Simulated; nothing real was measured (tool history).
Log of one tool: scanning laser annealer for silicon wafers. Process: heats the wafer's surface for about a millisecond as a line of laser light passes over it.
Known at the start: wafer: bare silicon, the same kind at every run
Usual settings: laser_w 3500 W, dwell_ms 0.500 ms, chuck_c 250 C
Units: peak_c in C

{"run": 1, "hour": 0.0, "laser_w": 3500, "dwell_ms": 0.5, "chuck_c": 250, "peak_c": 988}
{"run": 2, "hour": 8.0, "laser_w": 3500, "dwell_ms": 0.5, "chuck_c": 250, "peak_c": 984}
{"run": 3, "hour": 21.0, "laser_w": 3500, "dwell_ms": 0.5, "chuck_c": 250, "peak_c": 983}
{"run": 4, "hour": 28.6, "laser_w": 3500, "dwell_ms": 0.5, "chuck_c": 234, "peak_c": 969}
{"run": 5, "hour": 39.6, "laser_w": 3500, "dwell_ms": 0.5, "chuck_c": 234, "peak_c": 965}
{"run": 6, "hour": 48.2, "laser_w": 3500, "dwell_ms": 0.5, "chuck_c": 234, "peak_c": 968}
{"run": 7, "hour": 59.8, "laser_w": 3500, "dwell_ms": 0.5, "chuck_c": 250, "peak_c": 980}
{"run": 8, "hour": 72.5, "laser_w": 3500, "dwell_ms": 0.5, "chuck_c": 250, "peak_c": 984}
{"run": 9, "hour": 79.6, "laser_w": 3500, "dwell_ms": 0.5, "chuck_c": 250, "peak_c": 980}
{"run": 10, "hour": 91.1, "laser_w": 3145, "dwell_ms": 0.355, "chuck_c": 247, "peak_c": 785}
{"run": 11, "hour": 102.7, "laser_w": 3180, "dwell_ms": 0.431, "chuck_c": 268, "peak_c": 874}
{"hour": 108.9, "done": "optics aligned, line set to its width"}
{"run": 12, "hour": 116.2, "laser_w": 3470, "dwell_ms": 0.379, "chuck_c": 284, "peak_c": 903}
{"run": 13, "hour": 125.5, "laser_w": 3500, "dwell_ms": 0.481, "chuck_c": 257, "peak_c": 967}
{"run": 14, "hour": 136.3, "laser_w": 3500, "dwell_ms": 0.481, "chuck_c": 257, "peak_c": 966}
{"run": 15, "hour": 150.1, "laser_w": 3500, "dwell_ms": 0.548, "chuck_c": 255, "peak_c": 1024}
{"run": 16, "hour": 156.9, "laser_w": 3102, "dwell_ms": 0.548, "chuck_c": 255, "peak_c": 927}
{"run": 17, "hour": 164.0, "laser_w": 3102, "dwell_ms": 0.548, "chuck_c": 255, "peak_c": 927}

5 ways to go on from here, each from the tool as it stands after run 17. What would each give?
{"run": "A", "hour": 177.3, "laser_w": 2976, "dwell_ms": 0.502, "chuck_c": 253, "peak_c": "?"}
{"run": "B", "hour": 177.3, "laser_w": 3121, "dwell_ms": 0.548, "chuck_c": 222, "peak_c": "?"}
{"run": "C", "hour": 177.3, "laser_w": 3102, "dwell_ms": 0.512, "chuck_c": 255, "peak_c": "?"}
{"run": "D", "hour": 177.3, "laser_w": 3102, "dwell_ms": 0.548, "chuck_c": 221, "peak_c": "?"}
{"run": "E", "hour": 177.3, "laser_w": 3500, "dwell_ms": 0.456, "chuck_c": 230, "peak_c": "?"}

run=A peak_c=862
run=B peak_c=901
run=C peak_c=899
run=D peak_c=891
run=E peak_c=919
Without the tool's hidden state the same runs would have given:
run=A peak_c=907
run=B peak_c=951
run=C peak_c=947
run=D peak_c=941
run=E peak_c=970
